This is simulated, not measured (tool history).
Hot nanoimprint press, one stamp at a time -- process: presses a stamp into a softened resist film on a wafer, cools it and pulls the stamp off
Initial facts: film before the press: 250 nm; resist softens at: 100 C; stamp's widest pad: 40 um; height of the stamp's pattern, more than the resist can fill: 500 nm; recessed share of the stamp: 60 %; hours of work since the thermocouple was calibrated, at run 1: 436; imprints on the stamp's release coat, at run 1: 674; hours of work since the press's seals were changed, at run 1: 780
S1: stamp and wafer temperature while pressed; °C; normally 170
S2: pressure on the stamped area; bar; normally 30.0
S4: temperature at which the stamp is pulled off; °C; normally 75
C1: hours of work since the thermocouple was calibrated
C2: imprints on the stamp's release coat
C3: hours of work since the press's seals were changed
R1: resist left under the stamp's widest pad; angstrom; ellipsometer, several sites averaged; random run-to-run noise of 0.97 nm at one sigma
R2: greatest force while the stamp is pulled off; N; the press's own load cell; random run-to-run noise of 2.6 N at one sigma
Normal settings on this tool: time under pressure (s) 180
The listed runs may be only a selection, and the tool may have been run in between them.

{"run": 1, "hour": 0.0, "S1": 170, "S2": 30.0, "time under pressure (s)": 180, "S4": 75, "C1": 436, "C2": 674, "C3": 780, "R1": 1481, "R2": 140}
{"run": 2, "hour": 31.5, "S1": 170, "S2": 30.0, "time under pressure (s)": 180, "S4": 75, "C1": 460, "C2": 834, "C3": 804, "R1": 1481, "R2": 148}
{"run": 3, "hour": 47.5, "S1": 170, "S2": 30.0, "time under pressure (s)": 281, "S4": 75, "C1": 472, "C2": 915, "C3": 816, "R1": 1288, "R2": 144}
{"run": 4, "hour": 80.1, "S1": 170, "S2": 30.0, "time under pressure (s)": 281, "S4": 75, "C1": 497, "C2": 1080, "C3": 841, "R1": 1310, "R2": 148}
{"run": 5, "hour": 113.1, "S1": 170, "S2": 30.0, "time under pressure (s)": 180, "S4": 68, "C1": 522, "C2": 1247, "C3": 866, "R1": 1519, "R2": 173}
{"hour": 138.2, "done": "stamp cleaned and given a new release coat"}
{"hour": 153.4, "done": "plate thermocouple calibrated"}
{"run": 6, "hour": 156.8, "S1": 170, "S2": 30.0, "time under pressure (s)": 180, "S4": 75, "C1": 3, "C2": 79, "C3": 892, "R1": 1393, "R2": 120}
{"run": 7, "hour": 178.9, "S1": 170, "S2": 30.0, "time under pressure (s)": 180, "S4": 75, "C1": 19, "C2": 191, "C3": 909, "R1": 1399, "R2": 124}
{"run": 8, "hour": 197.8, "S1": 170, "S2": 24.0, "time under pressure (s)": 180, "S4": 75, "C1": 34, "C2": 287, "C3": 923, "R1": 1532, "R2": 130}
{"run": 9, "hour": 229.0, "S1": 170, "S2": 24.0, "time under pressure (s)": 180, "S4": 75, "C1": 57, "C2": 445, "C3": 947, "R1": 1529, "R2": 135}
{"run": 10, "hour": 255.4, "S1": 170, "S2": 24.0, "time under pressure (s)": 180, "S4": 75, "C1": 77, "C2": 578, "C3": 967, "R1": 1517, "R2": 133}
{"run": 11, "hour": 280.5, "S1": 170, "S2": 24.0, "time under pressure (s)": 180, "S4": 75, "C1": 96, "C2": 706, "C3": 986, "R1": 1524, "R2": 133}
{"run": 12, "hour": 298.3, "S1": 170, "S2": 24.0, "time under pressure (s)": 180, "S4": 75, "C1": 110, "C2": 796, "C3": 999, "R1": 1510, "R2": 140}
{"run": 13, "hour": 320.4, "S1": 169, "S2": 30.0, "time under pressure (s)": 180, "S4": 75, "C1": 127, "C2": 908, "C3": 1016, "R1": 1478, "R2": 139}
{"run": 14, "hour": 350.5, "S1": 169, "S2": 30.0, "time under pressure (s)": 180, "S4": 75, "C1": 150, "C2": 1060, "C3": 1039, "R1": 1493, "R2": 147}
{"run": 15, "hour": 371.3, "S1": 170, "S2": 30.0, "time under pressure (s)": 180, "S4": 71, "C1": 165, "C2": 1165, "C3": 1055, "R1": 1420, "R2": 162}
{"run": 16, "hour": 397.5, "S1": 170, "S2": 30.0, "time under pressure (s)": 277, "S4": 71, "C1": 185, "C2": 1298, "C3": 1075, "R1": 1240, "R2": 162}
{"hour": 411.7, "done": "stamp cleaned and given a new release coat"}
{"run": 17, "hour": 435.2, "S1": 170, "S2": 30.0, "time under pressure (s)": 277, "S4": 71, "C1": 209, "C2": 120, "C3": 1099, "R1": 1252, "R2": 128}
{"run": 18, "hour": 461.3, "S1": 170, "S2": 20.2, "time under pressure (s)": 180, "S4": 82, "C1": 229, "C2": 252, "C3": 1119, "R1": 1639, "R2": 112}
{"run": 19, "hour": 484.6, "S1": 159, "S2": 29.2, "time under pressure (s)": 180, "S4": 75, "C1": 247, "C2": 369, "C3": 1136, "R1": 2072, "R2": 127}
{"run": 20, "hour": 501.1, "S1": 159, "S2": 29.2, "time under pressure (s)": 180, "S4": 75, "C1": 259, "C2": 453, "C3": 1149, "R1": 2097, "R2": 132}
{"run": 21, "hour": 523.0, "S1": 162, "S2": 42.5, "time under pressure (s)": 215, "S4": 73, "C1": 276, "C2": 564, "C3": 1165, "R1": 1698, "R2": 138}
{"run": 22, "hour": 541.4, "S1": 162, "S2": 42.5, "time under pressure (s)": 215, "S4": 73, "C1": 290, "C2": 657, "C3": 1179, "R1": 1696, "R2": 140}
{"run": 23, "hour": 566.2, "S1": 162, "S2": 42.5, "time under pressure (s)": 215, "S4": 73, "C1": 309, "C2": 783, "C3": 1198, "R1": 1722, "R2": 146}
{"run": 24, "hour": 589.8, "S1": 162, "S2": 42.5, "time under pressure (s)": 215, "S4": 73, "C1": 326, "C2": 902, "C3": 1216, "R1": 1701, "R2": 149}
{"run": 25, "hour": 616.3, "S1": 162, "S2": 24.7, "time under pressure (s)": 174, "S4": 73, "C1": 347, "C2": 1037, "C3": 1236, "R1": 2056, "R2": 148}
{"run": 26, "hour": 638.9, "S1": 162, "S2": 24.7, "time under pressure (s)": 174, "S4": 73, "C1": 364, "C2": 1151, "C3": 1253, "R1": 2024, "R2": 155}
{"run": 27, "hour": 655.9, "S1": 162, "S2": 24.7, "time under pressure (s)": 174, "S4": 73, "C1": 377, "C2": 1237, "C3": 1266, "R1": 2026, "R2": 159}
{"hour": 683.7, "done": "stamp cleaned and given a new release coat"}
{"run": 28, "hour": 697.1, "S1": 164, "S2": 24.7, "time under pressure (s)": 174, "S4": 73, "C1": 403, "C2": 67, "C3": 1293, "R1": 1929, "R2": 125}
{"run": 29, "hour": 712.9, "S1": 164, "S2": 24.7, "time under pressure (s)": 174, "S4": 73, "C1": 415, "C2": 147, "C3": 1305, "R1": 1936, "R2": 130}
{"hour": 739.7, "done": "press's hydraulic seals changed and the load cell set to zero"}
{"run": 30, "hour": 748.6, "S1": 173, "S2": 45.0, "time under pressure (s)": 180, "S4": 75, "C1": 436, "C2": 287, "C3": 7, "R1": 1078, "R2": 124}

Measured minus without-hidden-state, run by run (identical run-to-run variation in each term; gauge scatter may differ):
Unlogged tool condition in this case: true temperature over the reading, C; pressure that arrives at the usual setting, %; grip of the stamp's worn release coat, % over a new coat's; drift of the gauge itself on residual_nm, %; drift of the gauge itself on pull_off_n, %.
run=1 R1=+103 R2=+21
run=2 R1=+109 R2=+26
run=3 R1=+109 R2=+27
run=4 R1=+115 R2=+32
run=5 R1=+125 R2=+41
run=6 R1=+14 R2=+2
run=7 R1=+17 R2=+4
run=8 R1=+15 R2=+7
run=9 R1=+20 R2=+12
run=10 R1=+25 R2=+15
run=11 R1=+29 R2=+18
run=12 R1=+32 R2=+21
run=13 R1=+41 R2=+24
run=14 R1=+47 R2=+29
run=15 R1=+50 R2=+34
run=16 R1=+52 R2=+37
run=17 R1=+58 R2=+4
run=18 R1=+53 R2=+7
run=19 R1=+53 R2=+10
run=20 R1=+55 R2=+13
run=21 R1=+94 R2=+17
run=22 R1=+97 R2=+19
run=23 R1=+103 R2=+23
run=24 R1=+107 R2=+27
run=25 R1=+73 R2=+30
run=26 R1=+75 R2=+33
run=27 R1=+77 R2=+36
run=28 R1=+90 R2=+4
run=29 R1=+92 R2=+6
run=30 R1=+64 R2=+9

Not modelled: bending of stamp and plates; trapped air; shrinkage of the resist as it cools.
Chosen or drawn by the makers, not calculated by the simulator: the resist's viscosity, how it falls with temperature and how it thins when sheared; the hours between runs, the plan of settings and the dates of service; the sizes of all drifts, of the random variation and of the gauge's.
